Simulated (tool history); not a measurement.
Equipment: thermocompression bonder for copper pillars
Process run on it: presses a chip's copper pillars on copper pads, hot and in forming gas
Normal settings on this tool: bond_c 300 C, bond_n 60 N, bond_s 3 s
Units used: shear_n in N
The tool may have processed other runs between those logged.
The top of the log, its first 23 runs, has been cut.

{"run": 24, "hour": 1011.5, "bond_c": 314, "bond_n": 78, "bond_s": 3, "shear_n": 76.1}
{"run": 25, "hour": 1053.2, "bond_c": 276, "bond_n": 75, "bond_s": 4, "shear_n": 64.1}
{"run": 26, "hour": 1093.1, "bond_c": 304, "bond_n": 69, "bond_s": 3, "shear_n": 67.8}
{"run": 27, "hour": 1119.4, "bond_c": 277, "bond_n": 60, "bond_s": 6, "shear_n": 61.3}
{"hour": 1161.9, "done": "forming gas filter changed"}
{"run": 28, "hour": 1179.0, "bond_c": 300, "bond_n": 40, "bond_s": 2, "shear_n": 39.8}
{"run": 29, "hour": 1228.6, "bond_c": 275, "bond_n": 37, "bond_s": 3, "shear_n": 33.6}
{"run": 30, "hour": 1276.7, "bond_c": 322, "bond_n": 60, "bond_s": 2, "shear_n": 65.3}
{"run": 31, "hour": 1321.0, "bond_c": 290, "bond_n": 39, "bond_s": 3, "shear_n": 40.6}
{"run": 32, "hour": 1364.4, "bond_c": 274, "bond_n": 88, "bond_s": 3, "shear_n": 66.5}
{"run": 33, "hour": 1395.5, "bond_c": 312, "bond_n": 47, "bond_s": 9, "shear_n": 74}
{"run": 34, "hour": 1420.8, "bond_c": 312, "bond_n": 73, "bond_s": 4, "shear_n": 78.8}
{"run": 35, "hour": 1479.8, "bond_c": 312, "bond_n": 73, "bond_s": 4, "shear_n": 77.9}
{"hour": 1518.9, "done": "force cell calibrated"}
{"run": 36, "hour": 1524.6, "bond_c": 312, "bond_n": 73, "bond_s": 4, "shear_n": 79.5}
{"run": 37, "hour": 1561.3, "bond_c": 318, "bond_n": 46, "bond_s": 2, "shear_n": 53.8}
{"run": 38, "hour": 1588.9, "bond_c": 318, "bond_n": 51, "bond_s": 4, "shear_n": 68.4}
{"run": 39, "hour": 1630.7, "bond_c": 318, "bond_n": 51, "bond_s": 4, "shear_n": 69}
{"run": 40, "hour": 1661.4, "bond_c": 311, "bond_n": 58, "bond_s": 4, "shear_n": 70.6}

3 ways to go on from here, each from the tool as it stands after run 40. What would each give?
{"run": "A", "hour": 1685.6, "bond_c": 321, "bond_n": 58, "bond_s": 4, "shear_n": "?"}
{"run": "B", "hour": 1685.6, "bond_c": 302, "bond_n": 75, "bond_s": 2, "shear_n": "?"}
{"run": "C", "hour": 1685.6, "bond_c": 300, "bond_n": 84, "bond_s": 4, "shear_n": "?"}

run=A shear_n=73.7
run=B shear_n=64.7
run=C shear_n=78.8
What these runs would have given with no unlogged condition in the tool:
run=A shear_n=79.2
run=B shear_n=69.9
run=C shear_n=84.4
